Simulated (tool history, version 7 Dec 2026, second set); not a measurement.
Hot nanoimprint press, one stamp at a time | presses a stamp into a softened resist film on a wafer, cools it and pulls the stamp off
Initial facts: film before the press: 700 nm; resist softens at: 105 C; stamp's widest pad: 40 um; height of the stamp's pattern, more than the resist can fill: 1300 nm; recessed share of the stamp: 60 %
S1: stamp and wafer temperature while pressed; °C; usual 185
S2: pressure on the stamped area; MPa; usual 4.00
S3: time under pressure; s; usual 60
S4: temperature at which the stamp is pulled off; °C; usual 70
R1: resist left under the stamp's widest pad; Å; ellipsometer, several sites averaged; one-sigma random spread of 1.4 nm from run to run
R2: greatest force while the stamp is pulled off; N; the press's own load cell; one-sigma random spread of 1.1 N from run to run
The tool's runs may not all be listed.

| run | hour | S1 | S2 | S3 | S4 | R1 | R2 |
|---|---|---|---|---|---|---|---|
| 1 | 0.0 | 185 | 4.00 | 60 | 70 | 3342 | 92 |
| 2 | 31.2 | 185 | 4.00 | 60 | 70 | 3341 | 97 |
| 3 | 81.3 | 185 | 4.00 | 60 | 70 | 3384 | 103 |
| 4 | 131.9 | 185 | 4.00 | 84 | 70 | 3024 | 94 |
| 5 | 188.4 | 185 | 4.00 | 84 | 70 | 3030 | 100 |
| 6 | 259.7 | 185 | 4.00 | 60 | 70 | 3514 | 96 |
| 7 | 303.6 | 185 | 4.00 | 80 | 70 | 3203 | 98 |
| 8 | 353.4 | 185 | 4.00 | 80 | 70 | 3239 | 104 |
| 9 | 410.0 | 185 | 4.00 | 60 | 70 | 3162 | 91 |
| 10 | 464.5 | 185 | 4.00 | 120 | 70 | 2503 | 97 |
| 11 | 499.9 | 185 | 4.00 | 120 | 70 | 2520 | 102 |
| 12 | 554.0 | 185 | 4.00 | 120 | 70 | 2535 | 95 |
| 13 | 615.9 | 185 | 4.00 | 120 | 70 | 2552 | 101 |
| 14 | 671.2 | 185 | 4.00 | 120 | 70 | 2589 | 96 |
| 15 | 700.7 | 185 | 4.00 | 60 | 78 | 3276 | 85 |
| 16 | 734.1 | 185 | 3.01 | 60 | 78 | 3777 | 89 |
| 17 | 766.2 | 185 | 3.01 | 60 | 78 | 3779 | 89 |
| 18 | 799.7 | 185 | 4.70 | 60 | 70 | 3050 | 92 |
| 19 | 860.4 | 185 | 4.70 | 60 | 70 | 3013 | 98 |
| 20 | 911.0 | 184 | 4.00 | 45 | 70 | 3761 | 105 |
| 21 | 962.3 | 184 | 4.00 | 32 | 70 | 4194 | 96 |
| 22 | 989.0 | 184 | 4.00 | 32 | 70 | 4154 | 98 |
| 23 | 1016.2 | 182 | 4.00 | 66 | 70 | 3585 | 102 |
| 24 | 1050.7 | 185 | 5.00 | 46 | 56 | 3253 | 127 |
| 25 | 1111.8 | 177 | 4.15 | 75 | 70 | 3740 | 95 |
| 26 | 1138.1 | 177 | 4.15 | 75 | 70 | 3806 | 99 |
| 27 | 1182.6 | 177 | 4.15 | 75 | 70 | 3783 | 104 |
| 28 | 1241.2 | 177 | 4.15 | 75 | 55 | 3850 | 117 |
| 29 | 1298.4 | 177 | 3.18 | 75 | 55 | 4291 | 126 |
| 30 | 1358.2 | 180 | 4.00 | 51 | 69 | 3977 | 95 |

Withheld: 14 entries from between the runs. Position of each, and hidden state at the listed run before versus the listed run after:
In the gap between runs 3 and 4: stamp cleaned and given a new release coat (hour 121.1)
  true temperature over the reading, C: -1.82 -> -1.95; pressure that arrives at the usual setting, %: 98.59 -> 98.52; grip of the stamp's worn release coat, % over a new coat's: 10.7 -> 1.2
  what was measured, less what the result would be without the hidden state, R1: +220 -> +218 Å; R2: +12 -> +4 N
In the gap between runs 5 and 6: plate thermocouple calibrated (hour 227.1); stamp cleaned and given a new release coat (hour 256.5)
  true temperature over the reading, C: -2.11 -> -3.03; pressure that arrives at the usual setting, %: 98.43 -> 98.32; grip of the stamp's worn release coat, % over a new coat's: 7.8 -> 0.4
  what was measured, less what the result would be without the hidden state, R1: +236 -> +361 Å; R2: +10 -> +5 N
In the gap between runs 8 and 9: plate thermocouple calibrated, once more (hour 362.1); stamp cleaned and given a new release coat (hour 391.4)
  true temperature over the reading, C: -3.28 -> -0.08; pressure that arrives at the usual setting, %: 98.17 -> 98.09; grip of the stamp's worn release coat, % over a new coat's: 11.3 -> 2.1
  what was measured, less what the result would be without the hidden state, R1: +373 -> +40 Å; R2: +15 -> +2 N
In the gap between runs 11 and 12: stamp cleaned and given a new release coat (hour 524.8)
  true temperature over the reading, C: -0.34 -> -0.47; pressure that arrives at the usual setting, %: 97.93 -> 97.86; grip of the stamp's worn release coat, % over a new coat's: 12.6 -> 3.4
  what was measured, less what the result would be without the hidden state, R1: +59 -> +71 Å; R2: +12 -> +4 N
In the gap between runs 13 and 14: stamp cleaned and given a new release coat (hour 657.4)
  true temperature over the reading, C: -0.64 -> -0.78; pressure that arrives at the usual setting, %: 97.76 -> 97.69; grip of the stamp's worn release coat, % over a new coat's: 10.6 -> 1.6
  what was measured, less what the result would be without the hidden state, R1: +88 -> +102 Å; R2: +10 -> +3 N
In the gap between runs 17 and 18: stamp cleaned and given a new release coat (hour 790.8)
  true temperature over the reading, C: -1.03 -> -1.12; pressure that arrives at the usual setting, %: 97.54 -> 97.49; grip of the stamp's worn release coat, % over a new coat's: 12.7 -> 1
  what was measured, less what the result would be without the hidden state, R1: +150 -> +160 Å; R2: +12 -> +3 N
In the gap between runs 18 and 19: press's hydraulic seals changed and the load cell set to zero (hour 828.7)
  true temperature over the reading, C: -1.12 -> -1.27; pressure that arrives at the usual setting, %: 97.49 -> 100.3; grip of the stamp's worn release coat, % over a new coat's: 1 -> 7.1
  what was measured, less what the result would be without the hidden state, R1: +160 -> +122 Å; R2: +3 -> +8 N
In the gap between runs 20 and 21: stamp cleaned and given a new release coat (hour 929.7)
  true temperature over the reading, C: -1.41 -> -1.55; pressure that arrives at the usual setting, %: 100.22 -> 100.15; grip of the stamp's worn release coat, % over a new coat's: 13.1 -> 3.7
  what was measured, less what the result would be without the hidden state, R1: +159 -> +182 Å; R2: +14 -> +5 N
In the gap between runs 24 and 25: stamp cleaned and given a new release coat (hour 1061.4); plate thermocouple calibrated (hour 1109.0)
  true temperature over the reading, C: -1.77 -> 0; pressure that arrives at the usual setting, %: 100.01 -> 99.92; grip of the stamp's worn release coat, % over a new coat's: 14.1 -> 5.5
  what was measured, less what the result would be without the hidden state, R1: +186 -> +1 Å; R2: +18 -> +5 N
In the gap between runs 27 and 28: stamp cleaned and given a new release coat (hour 1195.3)
  true temperature over the reading, C: -0.19 -> -0.33; pressure that arrives at the usual setting, %: 99.81 -> 99.72; grip of the stamp's worn release coat, % over a new coat's: 13.8 -> 5.3
  what was measured, less what the result would be without the hidden state, R1: +28 -> +47 Å; R2: +12 -> +7 N
In the gap between runs 29 and 30: stamp cleaned and given a new release coat (hour 1326.5)
  true temperature over the reading, C: -0.5 -> -0.65; pressure that arrives at the usual setting, %: 99.64 -> 99.55; grip of the stamp's worn release coat, % over a new coat's: 12 -> 3.6
  what was measured, less what the result would be without the hidden state, R1: +69 -> +89 Å; R2: +14 -> +4 N
